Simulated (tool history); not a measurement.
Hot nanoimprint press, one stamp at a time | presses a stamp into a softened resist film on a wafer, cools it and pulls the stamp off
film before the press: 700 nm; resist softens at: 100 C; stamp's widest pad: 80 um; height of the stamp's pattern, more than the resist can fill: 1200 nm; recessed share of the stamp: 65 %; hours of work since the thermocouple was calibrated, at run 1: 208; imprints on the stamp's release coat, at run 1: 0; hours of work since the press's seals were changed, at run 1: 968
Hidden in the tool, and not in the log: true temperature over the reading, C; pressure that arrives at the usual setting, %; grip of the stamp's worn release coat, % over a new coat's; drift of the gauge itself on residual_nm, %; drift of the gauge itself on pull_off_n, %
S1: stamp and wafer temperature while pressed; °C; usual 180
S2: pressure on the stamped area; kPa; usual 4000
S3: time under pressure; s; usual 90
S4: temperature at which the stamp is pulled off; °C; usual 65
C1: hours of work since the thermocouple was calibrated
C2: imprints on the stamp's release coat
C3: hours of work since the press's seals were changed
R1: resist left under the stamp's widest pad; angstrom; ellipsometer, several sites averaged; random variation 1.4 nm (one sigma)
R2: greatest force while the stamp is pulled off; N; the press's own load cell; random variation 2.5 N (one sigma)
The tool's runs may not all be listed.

Run 1, hour 0.0: usual settings; C1 208; C2 0; C3 968. Result: R1 3942 angstrom, R2 114 N.
Run 2, hour 25.0: usual settings but S1 177 °C; C1 223; C2 51; C3 983. Result: R1 4418 angstrom, R2 114 N.
Run 3, hour 59.6: usual settings but S1 177 °C; C1 244; C2 121; C3 1004. Result: R1 4402 angstrom, R2 115 N.
Run 4, hour 87.1: usual settings but S1 177 °C; C1 261; C2 176; C3 1020. Result: R1 4376 angstrom, R2 122 N.
Run 5, hour 118.2: usual settings but S3 170 s; C1 279; C2 239; C3 1039. Result: R1 3095 angstrom, R2 124 N.
Run 6, hour 136.8: usual settings but S3 170 s; C1 291; C2 277; C3 1050. Result: R1 3097 angstrom, R2 119 N.
Run 7, hour 160.9: usual settings but S3 170 s; C1 305; C2 325; C3 1065. Result: R1 3090 angstrom, R2 121 N.
At hour 167.5: plate thermocouple calibrated.
Run 8, hour 195.3: usual settings but S3 170 s; C1 17; C2 389; C3 1084. Result: R1 3048 angstrom, R2 131 N.
Run 9, hour 229.5: usual settings but S2 2870 kPa; C1 37; C2 458; C3 1104. Result: R1 4285 angstrom, R2 129 N.
Run 10, hour 265.7: usual settings but S1 176 °C; C1 59; C2 532; C3 1126. Result: R1 4440 angstrom, R2 128 N.
Run 11, hour 304.9: usual settings but S1 176 °C; C1 83; C2 611; C3 1149. Result: R1 4426 angstrom, R2 137 N.
At hour 324.1: press's hydraulic seals changed and the load cell set to zero.
Run 12, hour 334.2: usual settings but S1 176 °C; C1 95; C2 654; C3 6. Result: R1 4348 angstrom, R2 134 N.
Run 13, hour 352.6: usual settings but S1 176 °C; C1 106; C2 691; C3 17. Result: R1 4305 angstrom, R2 135 N.
Run 14, hour 381.6: usual settings but S1 176 °C; C1 124; C2 750; C3 35. Result: R1 4325 angstrom, R2 133 N.
At hour 402.1: plate thermocouple calibrated, once more.
Run 15, hour 402.1: usual settings but S1 176 °C; C1 0; C2 785; C3 45. Result: R1 4623 angstrom, R2 149 N.
Run 16, hour 422.8: usual settings but S2 5030 kPa; C1 12; C2 827; C3 58. Result: R1 3721 angstrom, R2 150 N.

The next listed run, before its measurement:
Run 17, hour 441.3: usual settings but S1 184 °C, S2 5780 kPa, S3 87 s; C1 24; C2 864; C3 69. Result: R1 ?, R2 ?.

{"run 17": {"R1": 3010, "R2": 154}}
Without the tool's hidden state the same run would have given R1 3027 angstrom, R2 118 N.
